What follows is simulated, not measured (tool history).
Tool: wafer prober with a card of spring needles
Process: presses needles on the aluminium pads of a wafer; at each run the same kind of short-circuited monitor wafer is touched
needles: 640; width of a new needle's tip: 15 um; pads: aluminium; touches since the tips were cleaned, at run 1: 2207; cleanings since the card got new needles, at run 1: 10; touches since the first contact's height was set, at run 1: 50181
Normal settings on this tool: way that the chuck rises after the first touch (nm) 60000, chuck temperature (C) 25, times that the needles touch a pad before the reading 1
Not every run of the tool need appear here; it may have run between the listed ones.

| run | hour | way that the chuck rises after the first touch (nm) | chuck temperature (C) | times that the needles touch a pad before the reading | touches since the tips were cleaned | cleanings since the card got new needles | touches since the first contact's height was set | resistance of one needle with its contact and lead (mohm) | way that a needle slides on the pad (nm) |
|---|---|---|---|---|---|---|---|---|---|
| 1 | 0.0 | 60000 | 25 | 1 | 2207 | 10 | 50181 | 292 | 9350 |
|  | 5.8 | tips cleaned on abrasive film |
|  | 20.2 | tips cleaned on abrasive film |
|  | 31.8 | tips cleaned on abrasive film |
|  | 46.2 | tips cleaned on abrasive film |
| 2 | 53.1 | 60000 | 25 | 1 | 2543 | 14 | 69431 | 289 | 9300 |
|  | 58.9 | tips cleaned on abrasive film |
|  | 73.3 | tips cleaned on abrasive film |
|  | 87.7 | tips cleaned on abrasive film |
|  | 96.6 | height of the first contact set anew |
|  | 99.6 | tips cleaned on abrasive film |
|  | 113.7 | tips cleaned on abrasive film |
| 3 | 113.7 | 57000 | 25 | 1 | 0 | 19 | 6185 | 275 | 8920 |
|  | 128.1 | tips cleaned on abrasive film |
|  | 142.5 | tips cleaned on abrasive film |
|  | 156.9 | tips cleaned on abrasive film |
|  | 168.5 | tips cleaned on abrasive film |
|  | 182.9 | tips cleaned on abrasive film |
| 4 | 190.6 | 57000 | 25 | 1 | 2818 | 24 | 34054 | 295 | 8900 |
|  | 196.4 | tips cleaned on abrasive film |
|  | 207.9 | tips cleaned on abrasive film |
|  | 222.3 | tips cleaned on abrasive film |
| 5 | 232.0 | 60000 | 25 | 2 | 3530 | 27 | 49066 | 285 | 9350 |
|  | 235.0 | tips cleaned on abrasive film |
|  | 249.3 | tips cleaned on abrasive film |
|  | 263.7 | tips cleaned on abrasive film |
|  | 278.1 | tips cleaned on abrasive film |
|  | 289.7 | tips cleaned on abrasive film |
| 6 | 290.5 | 60000 | 25 | 1 | 320 | 32 | 70264 | 276 | 9310 |
|  | 302.1 | tips cleaned on abrasive film |
|  | 313.6 | tips cleaned on abrasive film |
|  | 325.2 | tips cleaned on abrasive film |
|  | 331.2 | height of the first contact set anew |
|  | 339.9 | tips cleaned on abrasive film |
|  | 354.2 | tips cleaned on abrasive film |
|  | 368.2 | tips cleaned on abrasive film |
| 7 | 368.2 | 60000 | 64 | 1 | 0 | 38 | 13392 | 292 | 9380 |
|  | 382.5 | tips cleaned on abrasive film |
|  | 394.1 | tips cleaned on abrasive film |
|  | 408.5 | tips cleaned on abrasive film |
|  | 422.9 | tips cleaned on abrasive film |
| 8 | 432.9 | 46000 | 25 | 1 | 3645 | 42 | 36869 | 312 | 7160 |
|  | 435.8 | tips cleaned on abrasive film |
|  | 450.2 | tips cleaned on abrasive film |
|  | 464.6 | tips cleaned on abrasive film |
| 9 | 475.5 | 46000 | 25 | 1 | 3977 | 45 | 52328 | 314 | 7150 |
|  | 478.5 | tips cleaned on abrasive film |
|  | 492.8 | tips cleaned on abrasive film |
|  | 507.2 | tips cleaned on abrasive film |
|  | 521.6 | tips cleaned on abrasive film |
| 10 | 530.0 | 60000 | 25 | 2 | 3070 | 49 | 72099 | 284 | 9310 |
|  | 535.9 | tips cleaned on abrasive film |
|  | 547.4 | tips cleaned on abrasive film |
|  | 561.8 | tips cleaned on abrasive film |
|  | 565.0 | height of the first contact set anew |
|  | 576.5 | tips cleaned on abrasive film |
|  | 588.0 | tips cleaned on abrasive film |
| 11 | 595.7 | 60000 | 25 | 1 | 2817 | 54 | 11169 | 293 | 9370 |
|  | 601.6 | tips cleaned on abrasive film |
|  | 616.0 | tips cleaned on abrasive film |
|  | 630.3 | tips cleaned on abrasive film |
|  | 644.7 | tips cleaned on abrasive film |
|  | 659.1 | tips cleaned on abrasive film |
|  | 670.7 | tips cleaned on abrasive film |
| 12 | 679.4 | 60000 | 25 | 1 | 3183 | 60 | 41492 | 291 | 9370 |
|  | 682.3 | tips cleaned on abrasive film |
|  | 693.9 | tips cleaned on abrasive film |
|  | 708.3 | tips cleaned on abrasive film |
|  | 722.7 | tips cleaned on abrasive film |
| 13 | 727.2 | 60000 | 25 | 1 | 1661 | 64 | 58805 | 289 | 9320 |
|  | 735.9 | tips cleaned on abrasive film |
|  | 750.3 | tips cleaned on abrasive film |
|  | 764.7 | tips cleaned on abrasive film |
|  | 779.1 | tips cleaned on abrasive film |
|  | 793.5 | tips cleaned on abrasive film |
|  | 799.5 | height of the first contact set anew |
|  | 808.2 | tips cleaned on abrasive film |
|  | 822.6 | tips cleaned on abrasive film |
| 14 | 827.0 | 52000 | 35 | 2 | 1633 | 71 | 9983 | 290 | 8140 |
|  | 835.7 | tips cleaned on abrasive film |
|  | 847.2 | tips cleaned on abrasive film |
|  | 861.6 | tips cleaned on abrasive film |
|  | 876.0 | tips cleaned on abrasive film |
| 15 | 886.6 | 52000 | 35 | 2 | 3852 | 75 | 31580 | 300 | 8100 |
|  | 889.5 | tips cleaned on abrasive film |
|  | 903.9 | tips cleaned on abrasive film |
|  | 918.3 | tips cleaned on abrasive film |
|  | 932.7 | tips cleaned on abrasive film |
| 16 | 938.0 | 72000 | 124 | 3 | 1938 | 79 | 50220 | 308 | 11210 |
|  | 946.7 | tips cleaned on abrasive film |
|  | 958.2 | tips cleaned on abrasive film |
|  | 972.6 | tips cleaned on abrasive film |
|  | 987.0 | tips cleaned on abrasive film |
|  | 1001.4 | tips cleaned on abrasive film |
|  | 1015.8 | tips cleaned on abrasive film |
| 17 | 1026.2 | 60000 | 25 | 3 | 3778 | 85 | 82180 | 281 | 9290 |
|  | 1029.1 | tips cleaned on abrasive film |
|  | 1035.1 | height of the first contact set anew |
|  | 1043.8 | tips cleaned on abrasive film |
|  | 1058.2 | tips cleaned on abrasive film |
|  | 1072.6 | tips cleaned on abrasive film |
| 18 | 1077.8 | 60000 | 53 | 2 | 1886 | 89 | 15456 | 294 | 9400 |
|  | 1086.5 | tips cleaned on abrasive film |
|  | 1098.0 | tips cleaned on abrasive film |
|  | 1112.4 | tips cleaned on abrasive film |
|  | 1126.8 | tips cleaned on abrasive film |
| 19 | 1131.1 | 69000 | 25 | 3 | 1564 | 93 | 34766 | 269 | 10770 |
|  | 1139.7 | tips cleaned on abrasive film |
|  | 1154.1 | tips cleaned on abrasive film |
|  | 1168.5 | tips cleaned on abrasive film |
|  | 1180.1 | tips cleaned on abrasive film |
|  | 1194.5 | tips cleaned on abrasive film |
|  | 1206.0 | tips cleaned on abrasive film |
|  | 1220.4 | tips cleaned on abrasive film |
| 20 | 1223.3 | 69000 | 25 | 3 | 1053 | 100 | 68178 | 275 | 10710 |
|  | 1234.7 | tips cleaned on abrasive film |
|  | 1246.3 | tips cleaned on abrasive film |
|  | 1260.7 | tips cleaned on abrasive film |
|  | 1269.6 | height of the first contact set anew |
|  | 1275.4 | tips cleaned on abrasive film |
|  | 1289.8 | tips cleaned on abrasive film |
| 21 | 1291.3 | 71000 | 40 | 2 | 569 | 105 | 7875 | 277 | 11120 |
|  | 1302.9 | tips cleaned on abrasive film |
|  | 1317.2 | tips cleaned on abrasive film |
|  | 1331.6 | tips cleaned on abrasive film |
|  | 1345.5 | tips cleaned on abrasive film |
| 22 | 1345.5 | 41000 | 40 | 2 | 0 | 109 | 27526 | 291 | 6390 |
|  | 1359.9 | tips cleaned on abrasive film |
|  | 1374.3 | tips cleaned on abrasive film |
|  | 1388.7 | tips cleaned on abrasive film |
|  | 1403.1 | tips cleaned on abrasive film |
| 23 | 1410.6 | 41000 | 51 | 2 | 2721 | 113 | 51123 | 318 | 6370 |
|  | 1416.4 | tips cleaned on abrasive film |
|  | 1430.8 | tips cleaned on abrasive film |
|  | 1442.3 | tips cleaned on abrasive film |
|  | 1456.7 | tips cleaned on abrasive film |
|  | 1468.2 | tips cleaned on abrasive film |
|  | 1482.6 | tips cleaned on abrasive film |
|  | 1495.7 | tips cleaned on abrasive film |
| 24 | 1495.7 | 41000 | 51 | 2 | 0 | 120 | 81955 | 300 | 6330 |
|  | 1504.6 | height of the first contact set anew |
|  | 1510.4 | tips cleaned on abrasive film |
|  | 1524.8 | tips cleaned on abrasive film |
|  | 1539.2 | tips cleaned on abrasive film |
|  | 1553.6 | tips cleaned on abrasive film |
| 25 | 1558.1 | 41000 | 51 | 2 | 1635 | 124 | 19380 | 309 | 6400 |

What if the next run were any one of these 3? Each begins from the tool's condition after run 25:
|  | 1566.7 | tips cleaned on abrasive film |
|  | 1581.1 | tips cleaned on abrasive film |
|  | 1595.5 | tips cleaned on abrasive film |
|  | 1607.1 | tips cleaned on abrasive film |
|  | 1621.5 | tips cleaned on abrasive film |
|  | 1633.0 | tips cleaned on abrasive film |
|  | 1645.7 | tips cleaned on abrasive film |
| A | 1645.7 | 60000 | 26 | 2 | 0 | 131 | 51135 | ? | ? |
|  | 1566.7 | tips cleaned on abrasive film |
|  | 1581.1 | tips cleaned on abrasive film |
|  | 1595.5 | tips cleaned on abrasive film |
|  | 1607.1 | tips cleaned on abrasive film |
|  | 1621.5 | tips cleaned on abrasive film |
|  | 1633.0 | tips cleaned on abrasive film |
|  | 1645.7 | tips cleaned on abrasive film |
| B | 1645.7 | 41000 | 51 | 1 | 0 | 131 | 51135 | ? | ? |
|  | 1566.7 | tips cleaned on abrasive film |
|  | 1581.1 | tips cleaned on abrasive film |
|  | 1595.5 | tips cleaned on abrasive film |
|  | 1607.1 | tips cleaned on abrasive film |
|  | 1621.5 | tips cleaned on abrasive film |
|  | 1633.0 | tips cleaned on abrasive film |
|  | 1645.7 | tips cleaned on abrasive film |
| C | 1645.7 | 69000 | 32 | 2 | 0 | 131 | 51135 | ? | ? |

| run | resistance of one needle with its contact and lead (mohm) | way that a needle slides on the pad (nm) |
|---|---|---|
| A | 276 | 9330 |
| B | 301 | 6360 |
| C | 271 | 10740 |
Stripped of hidden state, with their random variation kept, the same runs would have yielded:
| run | resistance of one needle with its contact and lead (mohm) | way that a needle slides on the pad (nm) |
|---|---|---|
| A | 272 | 9400 |
| B | 293 | 6420 |
| C | 268 | 10800 |
